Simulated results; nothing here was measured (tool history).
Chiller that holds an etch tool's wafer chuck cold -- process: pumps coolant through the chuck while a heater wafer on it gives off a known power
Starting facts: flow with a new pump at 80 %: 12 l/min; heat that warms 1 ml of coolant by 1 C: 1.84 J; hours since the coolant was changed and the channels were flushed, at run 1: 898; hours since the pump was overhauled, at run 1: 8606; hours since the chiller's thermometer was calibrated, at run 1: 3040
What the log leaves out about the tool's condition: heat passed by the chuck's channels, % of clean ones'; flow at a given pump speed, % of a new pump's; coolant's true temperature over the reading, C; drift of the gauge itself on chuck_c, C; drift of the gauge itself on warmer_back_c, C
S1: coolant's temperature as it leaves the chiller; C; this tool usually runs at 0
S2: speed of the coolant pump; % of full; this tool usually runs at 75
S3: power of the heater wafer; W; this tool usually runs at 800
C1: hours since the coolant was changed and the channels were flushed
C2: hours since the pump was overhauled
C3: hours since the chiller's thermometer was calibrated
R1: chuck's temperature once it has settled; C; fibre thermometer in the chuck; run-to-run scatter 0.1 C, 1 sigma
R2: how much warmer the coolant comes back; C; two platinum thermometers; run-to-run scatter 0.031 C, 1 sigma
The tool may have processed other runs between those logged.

run 1 hour=0.0 | S1=0 S2=75 S3=800 | C1=898 C2=8606 C3=3040 | R1=11.7 R2=3.07
run 2 hour=104.2 | S1=0 S2=75 S3=800 | C1=1002 C2=8710 C3=3144 | R1=11.7 R2=3.17
-- hour=191.2 coolant pump overhauled
run 3 hour=296.9 | S1=0 S2=75 S3=800 | C1=1189 C2=106 C3=3332 | R1=10.0 R2=2.31
run 4 hour=477.1 | S1=0 S2=75 S3=800 | C1=1370 C2=286 C3=3512 | R1=10.2 R2=2.34
run 5 hour=644.2 | S1=0 S2=75 S3=800 | C1=1537 C2=453 C3=3679 | R1=10.2 R2=2.35
run 6 hour=806.1 | S1=0 S2=75 S3=800 | C1=1699 C2=615 C3=3841 | R1=10.4 R2=2.37
run 7 hour=988.7 | S1=0 S2=75 S3=800 | C1=1881 C2=797 C3=4024 | R1=10.4 R2=2.40
run 8 hour=1129.5 | S1=0 S2=91 S3=800 | C1=2022 C2=938 C3=4165 | R1=9.5 R2=1.95
run 9 hour=1343.3 | S1=-5 S2=75 S3=800 | C1=2236 C2=1152 C3=4378 | R1=5.7 R2=2.41
run 10 hour=1458.9 | S1=-4 S2=75 S3=800 | C1=2351 C2=1268 C3=4494 | R1=6.7 R2=2.47
run 11 hour=1607.9 | S1=-4 S2=75 S3=800 | C1=2500 C2=1417 C3=4643 | R1=6.9 R2=2.43
-- hour=1757.2 chiller's thermometer calibrated
run 12 hour=1777.7 | S1=-4 S2=75 S3=800 | C1=2669 C2=1585 C3=21 | R1=6.0 R2=2.47
run 13 hour=1879.2 | S1=-4 S2=75 S3=800 | C1=2771 C2=1687 C3=122 | R1=6.3 R2=2.39
run 14 hour=2005.1 | S1=-7 S2=96 S3=662 | C1=2897 C2=1813 C3=248 | R1=0.1 R2=1.62
run 15 hour=2202.3 | S1=0 S2=67 S3=1050 | C1=3094 C2=2010 C3=445 | R1=14.7 R2=3.62
run 16 hour=2394.4 | S1=5 S2=75 S3=800 | C1=3286 C2=2202 C3=637 | R1=15.5 R2=2.51
run 17 hour=2510.1 | S1=5 S2=75 S3=800 | C1=3402 C2=2318 C3=753 | R1=15.7 R2=2.47
run 18 hour=2716.4 | S1=7 S2=75 S3=520 | C1=3608 C2=2524 C3=959 | R1=14.0 R2=1.59
run 19 hour=2853.9 | S1=9 S2=75 S3=927 | C1=3745 C2=2662 C3=1097 | R1=21.5 R2=2.91
run 20 hour=2960.1 | S1=8 S2=90 S3=821 | C1=3852 C2=2768 C3=1203 | R1=17.9 R2=2.15
run 21 hour=3091.7 | S1=8 S2=69 S3=495 | C1=3983 C2=2900 C3=1335 | R1=15.3 R2=1.66

What if the next run were any one of these 5? Each begins from the tool's condition after run 21:
run A hour=3227.4 | S1=-4 S2=69 S3=480 | C1=4119 C2=3035 C3=1470 | R1=? R2=?
run B hour=3227.4 | S1=0 S2=75 S3=812 | C1=4119 C2=3035 C3=1470 | R1=? R2=?
run C hour=3227.4 | S1=8 S2=82 S3=881 | C1=4119 C2=3035 C3=1470 | R1=? R2=?
run D hour=3227.4 | S1=-5 S2=60 S3=689 | C1=4119 C2=3035 C3=1470 | R1=? R2=?
run E hour=3227.4 | S1=5 S2=69 S3=731 | C1=4119 C2=3035 C3=1470 | R1=? R2=?

run=A R1=2.9 R2=1.66
run=B R1=11.4 R2=2.59
run=C R1=19.7 R2=2.52
run=D R1=6.1 R2=2.79
run=E R1=15.7 R2=2.56
Without the tool's unlogged condition, the same runs would have read:
run=A R1=1.6 R2=1.52
run=B R1=9.4 R2=2.37
run=C R1=17.6 R2=2.31
run=D R1=4.1 R2=2.56
run=E R1=13.8 R2=2.35

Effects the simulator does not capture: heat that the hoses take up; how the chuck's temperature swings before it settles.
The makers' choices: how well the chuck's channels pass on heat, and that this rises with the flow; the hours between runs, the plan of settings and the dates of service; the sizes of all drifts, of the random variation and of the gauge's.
